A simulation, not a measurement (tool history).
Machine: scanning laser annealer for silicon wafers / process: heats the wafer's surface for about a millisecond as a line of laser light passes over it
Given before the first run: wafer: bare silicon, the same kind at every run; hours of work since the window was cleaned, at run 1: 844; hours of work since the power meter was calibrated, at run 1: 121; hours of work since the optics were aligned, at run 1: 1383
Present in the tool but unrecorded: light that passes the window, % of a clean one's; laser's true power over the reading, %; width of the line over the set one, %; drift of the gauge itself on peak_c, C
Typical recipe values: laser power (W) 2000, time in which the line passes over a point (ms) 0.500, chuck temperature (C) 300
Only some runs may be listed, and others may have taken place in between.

| run | hour | laser power (W) | time in which the line passes over a point (ms) | chuck temperature (C) | hours of work since the window was cleaned | hours of work since the power meter was calibrated | hours of work since the optics were aligned | highest temperature of the surface (C) |
|---|---|---|---|---|---|---|---|---|
| 1 | 0.0 | 2000 | 0.500 | 300 | 844 | 121 | 1383 | 1087 |
| 2 | 5.2 | 2000 | 0.500 | 300 | 848 | 125 | 1386 | 1084 |
| 3 | 15.8 | 2000 | 0.500 | 300 | 854 | 131 | 1392 | 1086 |
| 4 | 23.8 | 2000 | 0.500 | 300 | 859 | 136 | 1397 | 1085 |
| 5 | 30.1 | 2000 | 0.500 | 300 | 863 | 140 | 1401 | 1086 |
| 6 | 37.8 | 2000 | 0.485 | 300 | 868 | 145 | 1406 | 1076 |
| 7 | 47.5 | 2000 | 0.485 | 339 | 874 | 151 | 1412 | 1119 |
| 8 | 54.1 | 2000 | 0.485 | 339 | 878 | 155 | 1416 | 1112 |
| 9 | 60.5 | 2000 | 0.500 | 300 | 882 | 159 | 1420 | 1087 |
| 10 | 67.2 | 2000 | 0.500 | 334 | 886 | 163 | 1424 | 1117 |
| 11 | 76.8 | 2000 | 0.500 | 334 | 892 | 169 | 1430 | 1115 |
| 12 | 84.5 | 2000 | 0.500 | 334 | 897 | 174 | 1435 | 1118 |
| 13 | 90.1 | 2000 | 0.500 | 334 | 900 | 177 | 1438 | 1118 |
| 14 | 98.4 | 2000 | 0.500 | 334 | 905 | 182 | 1443 | 1119 |

Forecast run 15:
| 15 | 104.0 | 1787 | 0.532 | 304 | 909 | 186 | 1447 | ? |

highest temperature of the surface (C): 1018
Were there no unlogged condition in the tool, this run, its random variation unchanged, would have produced highest temperature of the surface (C) 1019.
